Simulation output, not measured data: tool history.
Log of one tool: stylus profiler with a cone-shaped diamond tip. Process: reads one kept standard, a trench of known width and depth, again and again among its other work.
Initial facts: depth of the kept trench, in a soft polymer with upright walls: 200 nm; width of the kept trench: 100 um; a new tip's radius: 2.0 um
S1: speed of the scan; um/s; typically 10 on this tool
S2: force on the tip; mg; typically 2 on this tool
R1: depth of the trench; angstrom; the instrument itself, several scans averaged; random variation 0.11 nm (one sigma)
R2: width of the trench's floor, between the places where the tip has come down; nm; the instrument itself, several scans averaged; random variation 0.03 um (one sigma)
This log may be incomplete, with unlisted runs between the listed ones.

{"run": 1, "hour": 0.0, "S1": 10, "S2": 2, "R1": 2015, "R2": 97910}
{"run": 2, "hour": 54.6, "S1": 10, "S2": 2, "R1": 2015.7, "R2": 97910}
{"run": 3, "hour": 106.7, "S1": 27, "S2": 2, "R1": 2015.9, "R2": 97790}
{"run": 4, "hour": 167.8, "S1": 27, "S2": 2, "R1": 2016.5, "R2": 97760}
{"run": 5, "hour": 219.0, "S1": 10, "S2": 2, "R1": 2016.7, "R2": 97850}
{"run": 6, "hour": 252.1, "S1": 10, "S2": 2, "R1": 2015.8, "R2": 97860}
{"run": 7, "hour": 290.4, "S1": 10, "S2": 2, "R1": 2015.4, "R2": 97850}
{"run": 8, "hour": 337.9, "S1": 10, "S2": 2, "R1": 2014.8, "R2": 97850}
{"run": 9, "hour": 397.1, "S1": 10, "S2": 2.76, "R1": 2020.3, "R2": 97850}
{"run": 10, "hour": 427.1, "S1": 9, "S2": 1.01, "R1": 2007, "R2": 97810}

Each row is a separate what-if for the run after 10, all from the same tool condition, not one after another. Results?
{"run": "A", "hour": 456.4, "S1": 3, "S2": 1.75, "R1": "?", "R2": "?"}
{"run": "B", "hour": 456.4, "S1": 10, "S2": 5.07, "R1": "?", "R2": "?"}
{"run": "C", "hour": 456.4, "S1": 23, "S2": 2.26, "R1": "?", "R2": "?"}

run=A R1=2012.6 R2=97880
run=B R1=2034.6 R2=97870
run=C R1=2016.6 R2=97780
The same runs, with their run-to-run variation unchanged, on a tool lacking any hidden condition would have given:
run=A R1=2023.8 R2=98260
run=B R1=2045.8 R2=98240
run=C R1=2027.8 R2=98150
